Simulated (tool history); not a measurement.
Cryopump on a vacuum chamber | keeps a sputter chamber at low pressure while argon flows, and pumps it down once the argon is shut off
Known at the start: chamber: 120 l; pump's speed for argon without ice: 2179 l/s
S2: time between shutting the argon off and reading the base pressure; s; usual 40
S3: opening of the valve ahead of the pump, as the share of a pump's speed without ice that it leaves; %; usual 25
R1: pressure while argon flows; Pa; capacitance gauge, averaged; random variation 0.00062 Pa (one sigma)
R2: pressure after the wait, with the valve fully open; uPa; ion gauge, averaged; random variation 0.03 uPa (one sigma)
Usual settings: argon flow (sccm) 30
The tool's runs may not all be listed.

Run 1, hour 0.0: usual settings. Result: R1 0.0959 Pa, R2 3.11 uPa.
Run 2, hour 12.0: usual settings but S2 166 s. Result: R1 0.0955 Pa, R2 2.21 uPa.
Run 3, hour 29.2: usual settings but argon flow (sccm) 37. Result: R1 0.1171 Pa, R2 3.19 uPa.
Run 4, hour 44.8: usual settings but argon flow (sccm) 37. Result: R1 0.1177 Pa, R2 3.12 uPa.
Run 5, hour 60.0: usual settings but S3 30 %. Result: R1 0.0803 Pa, R2 3.22 uPa.
Run 6, hour 74.6: usual settings. Result: R1 0.0966 Pa, R2 3.14 uPa.
Run 7, hour 82.1: usual settings. Result: R1 0.0953 Pa, R2 3.17 uPa.
Run 8, hour 97.6: usual settings. Result: R1 0.0969 Pa, R2 3.24 uPa.
Run 9, hour 112.6: usual settings. Result: R1 0.0963 Pa, R2 3.20 uPa.
Run 10, hour 125.0: usual settings but argon flow (sccm) 17, S2 31 s, S3 35 %. Result: R1 0.0396 Pa, R2 3.63 uPa.
Run 11, hour 134.0: usual settings but argon flow (sccm) 17, S2 31 s, S3 35 %. Result: R1 0.0402 Pa, R2 3.65 uPa.
Run 12, hour 141.7: usual settings but argon flow (sccm) 17, S2 31 s, S3 35 %. Result: R1 0.0386 Pa, R2 3.58 uPa.
Run 13, hour 159.4: usual settings but argon flow (sccm) 58, S2 27 s, S3 42 %. Result: R1 0.1133 Pa, R2 3.88 uPa.
Run 14, hour 173.5: usual settings but S2 90 s, S3 58 %. Result: R1 0.0435 Pa, R2 2.49 uPa.
Run 15, hour 187.4: usual settings but S2 90 s, S3 21 %. Result: R1 0.1142 Pa, R2 2.60 uPa.
Run 16, hour 204.5: usual settings but S2 90 s, S3 21 %. Result: R1 0.1148 Pa, R2 2.47 uPa.
Run 17, hour 220.1: usual settings but argon flow (sccm) 19, S2 32 s, S3 27 %. Result: R1 0.0569 Pa, R2 3.61 uPa.
Run 18, hour 228.8: usual settings but argon flow (sccm) 29, S2 36 s, S3 23 %. Result: R1 0.1016 Pa, R2 3.46 uPa.

3 ways to go on from here, each from the tool as it stands after run 18. What would each give?
Run A, hour 237.9: usual settings but argon flow (sccm) 36, S2 36 s, S3 23 %. Result: R1 ?, R2 ?.
Run B, hour 237.9: usual settings but S2 296 s, S3 27 %. Result: R1 ?, R2 ?.
Run C, hour 237.9: usual settings but argon flow (sccm) 29, S2 101 s. Result: R1 ?, R2 ?.

run      R1    R2
  A  0.1261  3.51
  B  0.0897  2.18
  C  0.0937  2.55
Without the tool's hidden state the same runs would have given:
run      R1    R2
  A  0.1219  1.62
  B  0.0862  0.32
  C  0.0904  0.66

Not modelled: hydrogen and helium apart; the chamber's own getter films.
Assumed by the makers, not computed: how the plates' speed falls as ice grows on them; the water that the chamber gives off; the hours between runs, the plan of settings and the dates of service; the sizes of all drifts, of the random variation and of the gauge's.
